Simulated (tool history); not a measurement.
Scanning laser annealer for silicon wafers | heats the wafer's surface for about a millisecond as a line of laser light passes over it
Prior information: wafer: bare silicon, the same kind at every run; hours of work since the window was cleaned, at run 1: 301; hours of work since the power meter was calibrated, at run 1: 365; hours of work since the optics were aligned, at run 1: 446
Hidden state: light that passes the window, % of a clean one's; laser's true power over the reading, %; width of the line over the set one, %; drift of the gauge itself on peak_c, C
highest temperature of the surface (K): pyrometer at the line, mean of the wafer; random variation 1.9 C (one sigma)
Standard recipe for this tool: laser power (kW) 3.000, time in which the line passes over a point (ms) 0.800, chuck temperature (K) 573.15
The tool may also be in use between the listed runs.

| run | hour | laser power (kW) | time in which the line passes over a point (ms) | chuck temperature (K) | hours of work since the window was cleaned | hours of work since the power meter was calibrated | hours of work since the optics were aligned | highest temperature of the surface (K) |
|---|---|---|---|---|---|---|---|---|
| 1 | 0.0 | 3.000 | 0.800 | 573.15 | 301 | 365 | 446 | 1385.15 |
| 2 | 14.6 | 3.000 | 0.800 | 573.15 | 310 | 374 | 455 | 1387.15 |
| 3 | 33.9 | 3.000 | 0.800 | 572.15 | 321 | 385 | 467 | 1389.15 |
| 4 | 50.3 | 3.000 | 0.800 | 572.15 | 331 | 395 | 476 | 1384.15 |
| 5 | 69.5 | 3.000 | 0.800 | 572.15 | 343 | 407 | 488 | 1388.15 |
| 6 | 82.2 | 3.000 | 0.726 | 573.15 | 350 | 414 | 495 | 1351.15 |
| 7 | 97.6 | 3.000 | 0.726 | 573.15 | 359 | 423 | 505 | 1352.15 |
| 8 | 107.6 | 3.000 | 0.726 | 573.15 | 365 | 429 | 510 | 1352.15 |
| 9 | 128.5 | 3.000 | 0.726 | 573.15 | 378 | 442 | 523 | 1353.15 |
| 10 | 137.5 | 2.575 | 0.726 | 573.15 | 383 | 447 | 528 | 1217.15 |
| 11 | 150.0 | 2.575 | 0.726 | 573.15 | 391 | 455 | 536 | 1219.15 |
| 12 | 159.4 | 2.575 | 0.726 | 573.15 | 396 | 460 | 541 | 1217.15 |
| 13 | 171.6 | 2.575 | 0.726 | 573.15 | 403 | 467 | 549 | 1218.15 |
| 14 | 190.4 | 3.000 | 0.800 | 573.15 | 415 | 479 | 560 | 1388.15 |
| 15 | 200.4 | 3.000 | 0.800 | 573.15 | 421 | 485 | 566 | 1387.15 |
| 16 | 220.0 | 3.000 | 0.800 | 573.15 | 432 | 496 | 577 | 1384.15 |
| 17 | 231.9 | 3.000 | 0.800 | 573.15 | 439 | 503 | 585 | 1384.15 |
| 18 | 252.7 | 3.000 | 0.800 | 573.15 | 452 | 516 | 597 | 1387.15 |
| 19 | 271.8 | 3.000 | 0.800 | 573.15 | 463 | 527 | 608 | 1388.15 |
|  | 280.7 | window over the wafer cleaned |
| 20 | 283.6 | 3.000 | 0.800 | 573.15 | 2 | 533 | 614 | 1385.15 |
| 21 | 302.6 | 3.000 | 0.800 | 573.15 | 13 | 544 | 625 | 1389.15 |
| 22 | 319.9 | 3.000 | 0.654 | 555.15 | 23 | 555 | 636 | 1303.15 |
| 23 | 331.9 | 3.000 | 0.654 | 555.15 | 30 | 562 | 643 | 1301.15 |
| 24 | 342.4 | 3.000 | 0.612 | 573.15 | 37 | 568 | 649 | 1294.15 |
| 25 | 358.5 | 3.000 | 0.612 | 573.15 | 46 | 578 | 659 | 1295.15 |
| 26 | 379.3 | 2.732 | 0.612 | 573.15 | 59 | 590 | 671 | 1212.15 |
| 27 | 393.5 | 3.000 | 0.900 | 564.15 | 67 | 598 | 680 | 1421.15 |
| 28 | 406.6 | 3.000 | 0.733 | 544.15 | 75 | 606 | 687 | 1325.15 |
| 29 | 421.8 | 3.000 | 0.733 | 544.15 | 84 | 615 | 696 | 1325.15 |
| 30 | 430.8 | 2.671 | 0.706 | 580.15 | 89 | 621 | 702 | 1243.15 |
| 31 | 448.8 | 3.107 | 0.768 | 573.15 | 100 | 631 | 713 | 1406.15 |
| 32 | 463.3 | 3.107 | 0.949 | 543.15 | 109 | 640 | 721 | 1459.15 |
| 33 | 472.2 | 3.107 | 0.949 | 543.15 | 114 | 645 | 726 | 1460.15 |
| 34 | 490.7 | 3.107 | 0.949 | 543.15 | 125 | 656 | 737 | 1460.15 |
| 35 | 500.1 | 3.107 | 0.949 | 543.15 | 131 | 662 | 743 | 1462.15 |
| 36 | 509.5 | 2.640 | 0.941 | 606.15 | 136 | 667 | 749 | 1352.15 |
| 37 | 523.3 | 2.640 | 0.941 | 606.15 | 145 | 676 | 757 | 1349.15 |
| 38 | 538.0 | 2.916 | 0.800 | 579.15 | 153 | 684 | 766 | 1365.15 |
| 39 | 552.6 | 2.664 | 0.792 | 535.15 | 162 | 693 | 774 | 1233.15 |
| 40 | 571.6 | 2.841 | 0.792 | 536.15 | 173 | 704 | 786 | 1292.15 |
| 41 | 583.3 | 2.841 | 0.792 | 536.15 | 180 | 711 | 793 | 1291.15 |
|  | 597.2 | optics aligned, line set to its width |
| 42 | 608.9 | 2.841 | 0.792 | 536.15 | 193 | 724 | 7 | 1297.15 |

3 ways to go on from here, each from the tool as it stands after run 42. What would each give?
| A | 621.5 | 3.166 | 0.792 | 536.15 | 200 | 731 | 14 | ? |
| B | 621.5 | 3.241 | 0.697 | 573.15 | 200 | 731 | 14 | ? |
| C | 621.5 | 2.582 | 0.604 | 536.15 | 200 | 731 | 14 | ? |

| run | highest temperature of the surface (K) |
|---|---|
| A | 1403.15 |
| B | 1416.15 |
| C | 1133.15 |
What these runs would have given with no unlogged condition in the tool:
| run | highest temperature of the surface (K) |
|---|---|
| A | 1404.15 |
| B | 1416.15 |
| C | 1133.15 |
